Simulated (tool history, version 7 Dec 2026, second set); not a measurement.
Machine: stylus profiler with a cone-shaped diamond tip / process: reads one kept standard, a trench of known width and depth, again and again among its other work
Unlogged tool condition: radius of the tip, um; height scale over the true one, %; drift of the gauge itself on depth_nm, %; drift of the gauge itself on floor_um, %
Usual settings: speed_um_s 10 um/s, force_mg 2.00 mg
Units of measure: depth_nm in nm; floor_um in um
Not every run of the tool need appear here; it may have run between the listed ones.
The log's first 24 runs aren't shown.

run,hour,speed_um_s,force_mg,scans with this tip,hours of work since the height scale was calibrated,depth_nm,floor_um
25,642.4,21,1.15,1438,138,503.17,16.65
26,673.7,3,3.02,1656,159,505.35,16.67
27,693.4,2,5.59,1794,172,508.01,16.67
28,713.1,2,1.16,1931,186,502.83,16.60
29,736.5,7,1.16,2093,201,502.88,16.65
30,754.6,2,2.11,2220,213,504.36,16.62
31,778.8,2,2.11,2388,229,504.34,16.59
32,813.2,4,1.83,2627,252,503.90,16.52

Here are 4 independent what-if runs from the current tool condition. What would each one return?
A,840.6,4,2.00,2818,271,?,?
B,840.6,25,2.23,2818,271,?,?
C,840.6,7,1.86,2818,271,?,?
D,840.6,12,2.60,2818,271,?,?

run,depth_nm,floor_um
A,504.40,16.52
B,504.67,16.42
C,504.12,16.44
D,505.23,16.46
Stripped of hidden state, with their random variation kept, the same runs would have yielded:
run,depth_nm,floor_um
A,503.83,17.01
B,504.10,16.91
C,503.55,16.93
D,504.66,16.94
